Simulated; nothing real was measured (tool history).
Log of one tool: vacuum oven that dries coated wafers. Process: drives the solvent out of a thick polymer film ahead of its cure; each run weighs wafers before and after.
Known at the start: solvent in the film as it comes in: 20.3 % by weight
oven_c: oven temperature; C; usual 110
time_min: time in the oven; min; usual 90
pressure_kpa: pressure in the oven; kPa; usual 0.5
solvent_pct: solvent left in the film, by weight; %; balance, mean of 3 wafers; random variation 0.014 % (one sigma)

Run 1, hour 0: usual settings. Result: solvent_pct 1.01 %.
Run 2, hour 88.1: usual settings but oven_c 118 C. Result: solvent_pct 0.42 %.
Run 3, hour 175.8: usual settings but oven_c 118 C. Result: solvent_pct 0.44 %.
Run 4, hour 260.8: usual settings but oven_c 118 C. Result: solvent_pct 0.44 %.
Run 5, hour 302.8: usual settings but oven_c 107 C. Result: solvent_pct 1.46 %.
Run 6, hour 383.1: usual settings but oven_c 107 C. Result: solvent_pct 1.48 %.
Run 7, hour 434.6: usual settings but oven_c 107 C. Result: solvent_pct 1.48 %.
Run 8, hour 510.8: usual settings but oven_c 107 C. Result: solvent_pct 1.52 %.
Run 9, hour 589: usual settings but oven_c 107 C. Result: solvent_pct 1.47 %.
Run 10, hour 679.4: usual settings but oven_c 107 C. Result: solvent_pct 1.51 %.
Run 11, hour 725.7: usual settings but oven_c 107 C. Result: solvent_pct 1.5 %.
Run 12, hour 806.3: usual settings but oven_c 107 C, pressure_kpa 0.666 kPa. Result: solvent_pct 1.7 %.
Run 13, hour 900: usual settings but oven_c 107 C, time_min 116 min, pressure_kpa 0.666 kPa. Result: solvent_pct 1.14 %.
Run 14, hour 973.3: usual settings but oven_c 107 C, time_min 66 min, pressure_kpa 0.666 kPa. Result: solvent_pct 2.75 %.
Run 15, hour 1013.8: usual settings but time_min 52 min. Result: solvent_pct 2.86 %.
Run 16, hour 1090.2: usual settings but oven_c 120 C, time_min 100 min, pressure_kpa 0.576 kPa. Result: solvent_pct 0.46 %.
Run 17, hour 1189.4: usual settings but oven_c 120 C, time_min 100 min, pressure_kpa 0.576 kPa. Result: solvent_pct 0.43 %.
Run 18, hour 1235.2: usual settings but oven_c 120 C, time_min 100 min, pressure_kpa 0.576 kPa. Result: solvent_pct 0.47 %.
Run 19, hour 1307.5: usual settings but oven_c 100 C, time_min 63 min, pressure_kpa 1.016 kPa. Result: solvent_pct 5.69 %.
Run 20, hour 1373.8: usual settings but oven_c 107 C, pressure_kpa 0.384 kPa. Result: solvent_pct 1.53 %.
Run 21, hour 1450.6: usual settings but oven_c 107 C, pressure_kpa 0.384 kPa. Result: solvent_pct 1.52 %.
Run 22, hour 1547.3: usual settings but oven_c 96 C, time_min 45 min, pressure_kpa 0.486 kPa. Result: solvent_pct 8.82 %.
At hour 1561.3: oven's thermocouples calibrated.
Run 23, hour 1648.2: usual settings but oven_c 114 C, time_min 45 min, pressure_kpa 0.282 kPa. Result: solvent_pct 2.23 %.
Run 24, hour 1705: usual settings but oven_c 114 C, time_min 45 min, pressure_kpa 0.282 kPa. Result: solvent_pct 2.24 %.
Run 25, hour 1781.6: usual settings but oven_c 101 C, time_min 133 min, pressure_kpa 0.712 kPa. Result: solvent_pct 1.86 %.
Run 26, hour 1878.5: usual settings but oven_c 109 C, time_min 144 min, pressure_kpa 0.603 kPa. Result: solvent_pct 0.78 %.
Run 27, hour 1929: usual settings but oven_c 109 C, time_min 144 min, pressure_kpa 0.603 kPa. Result: solvent_pct 0.74 %.
Run 28, hour 1991.5: usual settings but oven_c 109 C, time_min 144 min, pressure_kpa 0.603 kPa. Result: solvent_pct 0.76 %.

Measured less the same run without the tool's hidden state. The same run-to-run variation is in both; the gauge's scatter may not be:
The hidden state here: true wafer temperature over the reading, C; true pressure over the reading, kPa; drift of the gauge itself on solvent_pct, %.
run  solvent_pct
  1        +0.07
  2        +0.06
  3        +0.07
  4        +0.08
  5         +0.1
  6        +0.11
  7        +0.12
  8        +0.13
  9        +0.14
 10        +0.15
 11        +0.16
 12        +0.17
 13        +0.17
 14        +0.21
 15         +0.2
 16        +0.11
 17        +0.11
 18        +0.12
 19        +0.33
 20        +0.25
 21        +0.26
 22        +0.37
 23        +0.13
 24        +0.15
 25        +0.25
 26        +0.19
 27         +0.2
 28         +0.2
